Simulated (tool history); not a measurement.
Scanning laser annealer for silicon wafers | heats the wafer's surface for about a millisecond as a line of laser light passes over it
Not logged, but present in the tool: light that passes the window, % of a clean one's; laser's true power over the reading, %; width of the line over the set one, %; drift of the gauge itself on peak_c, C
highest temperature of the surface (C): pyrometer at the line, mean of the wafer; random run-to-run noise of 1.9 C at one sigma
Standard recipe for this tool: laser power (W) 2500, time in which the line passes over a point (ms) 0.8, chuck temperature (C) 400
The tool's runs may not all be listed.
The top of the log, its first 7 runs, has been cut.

run	day	laser power (W)	time in which the line passes over a point (ms)	chuck temperature (C)	hours of work since the window was cleaned	hours of work since the power meter was calibrated	hours of work since the optics were aligned	highest temperature of the surface (C)
8	3.825	2500	0.915	400	257	357	728	1272
9	4.558	2500	0.915	400	271	370	742	1273
10	5.288	2500	0.915	400	285	384	756	1269
11	5.829	2500	0.915	400	295	395	766	1267
12	6.512	2500	0.915	400	308	408	779	1268
13	6.854	2500	0.915	400	315	414	786	1269
14	7.288	2500	0.915	400	323	422	794	1268
15	7.692	2500	0.915	400	331	430	802	1267
16	8.2	2500	0.915	400	340	440	811	1265
17	8.558	2500	0.776	381	347	446	818	1170
18	9.175	2500	0.776	381	359	458	830	1170
19	9.812	2607	0.898	412	371	470	842	1314
20	10.421	2137	0.8	400	382	482	853	1062
21	11.025	2421	0.625	381	394	493	865	1053
22	11.558	2529	0.577	400	404	503	875	1078
23	12.204	2369	0.596	376	416	516	887	1012
24	12.917	2369	0.596	376	430	529	901	1014
25	13.529	2500	0.946	413	441	541	912	1289
26	14.096	2500	0.946	413	452	552	923	1290
27	14.625	2601	0.705	376	462	562	933	1155
28	15.15	2204	0.712	404	472	572	943	1041
29	15.658	2514	0.712	390	482	581	953	1136
30	16.267	2514	0.74	390	493	593	964	1157
31	16.667	2514	0.74	390	501	600	972	1157

4 ways to go on from here, each from the tool as it stands after run 31. What would each give?
A	17.358	2159	0.701	373	514	613	985	?
B	17.358	2500	0.679	400	514	613	985	?
C	17.358	2577	0.8	436	514	613	985	?
D	17.358	2621	0.69	373	514	613	985	?

run	highest temperature of the surface (C)
A	993
B	1126
C	1257
D	1147
Stripped of hidden state, with their random variation kept, the same runs would have yielded:
run	highest temperature of the surface (C)
A	1014
B	1152
C	1286
D	1174
